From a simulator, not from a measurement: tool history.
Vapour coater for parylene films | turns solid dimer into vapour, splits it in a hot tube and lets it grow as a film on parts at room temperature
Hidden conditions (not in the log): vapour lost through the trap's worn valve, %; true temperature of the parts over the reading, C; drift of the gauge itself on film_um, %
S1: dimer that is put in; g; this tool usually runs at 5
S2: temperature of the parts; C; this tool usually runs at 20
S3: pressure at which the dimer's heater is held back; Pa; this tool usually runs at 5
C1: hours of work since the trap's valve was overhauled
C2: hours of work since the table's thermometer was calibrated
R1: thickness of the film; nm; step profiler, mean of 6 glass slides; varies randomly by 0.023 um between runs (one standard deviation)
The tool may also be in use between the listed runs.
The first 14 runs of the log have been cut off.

run    hour  S1  S2     S3   C1    C2    R1
 15   468.4   5  20      5   66   710   960
 16     490   5  20      5   83   727   980
 17   520.9   5  20      5  108   751   960
 18   555.2   5  20      5  135   778   920
 19   590.2   5  20      5  162   806   970
        624  -- trap's valve overhauled, once more
 20   628.5   5  20      5    4   833  1310
 21     665   8  29   9.61   32   861  1210
 22   692.1   8  29   9.61   54   883  1170
 23     733   8  29   9.61   86   915  1110
 24   766.1   5  18  10.91  112   941  1160
 25   786.1   2  13   5.82  127   956   660
 26   813.7   5  13   6.78  149   978  1650
 27     843   2  19  10.38  172  1001   440
 28   864.5   2  19  10.38  189  1018   430
 29   899.3   5  21   2.15  216  1045  1330
 30   932.1   5  21   2.15  242  1071  1310
 31   962.1   5  12   4.11  266  1095  1780
 32   988.2   5  21      5  286  1115  1110
 33  1033.3   5  21      5  322  1151  1070
     1047.9  -- table's thermometer calibrated
 34  1053.3   5  21      5  337     4  1160
 35    1092   5  21      5  367    35  1190
 36  1111.4   5  21      5  382    50  1180
 37  1141.6   5  21      5  406    74  1150

Consider 4 possible next runs. They are alternatives, not a sequence: every one starts from the tool as it was left by run 37. What does each give?
     1177.6  -- trap's valve overhauled
  A  1177.6   5  13   2.55   0  99   ?
     1177.6  -- trap's valve overhauled
  B  1177.6   5  17  11.18   0  99   ?
     1177.6  -- trap's valve overhauled
  C  1177.6   7  16      5   0  99   ?
     1177.6  -- trap's valve overhauled
  D  1177.6   2  21   4.71   0  99   ?

run    R1
  A  2190
  B  1350
  C  2300
  D   510
With the hidden condition removed and each run's random variation left untouched, the same runs would have given:
run    R1
  A  2210
  B  1360
  C  2310
  D   510

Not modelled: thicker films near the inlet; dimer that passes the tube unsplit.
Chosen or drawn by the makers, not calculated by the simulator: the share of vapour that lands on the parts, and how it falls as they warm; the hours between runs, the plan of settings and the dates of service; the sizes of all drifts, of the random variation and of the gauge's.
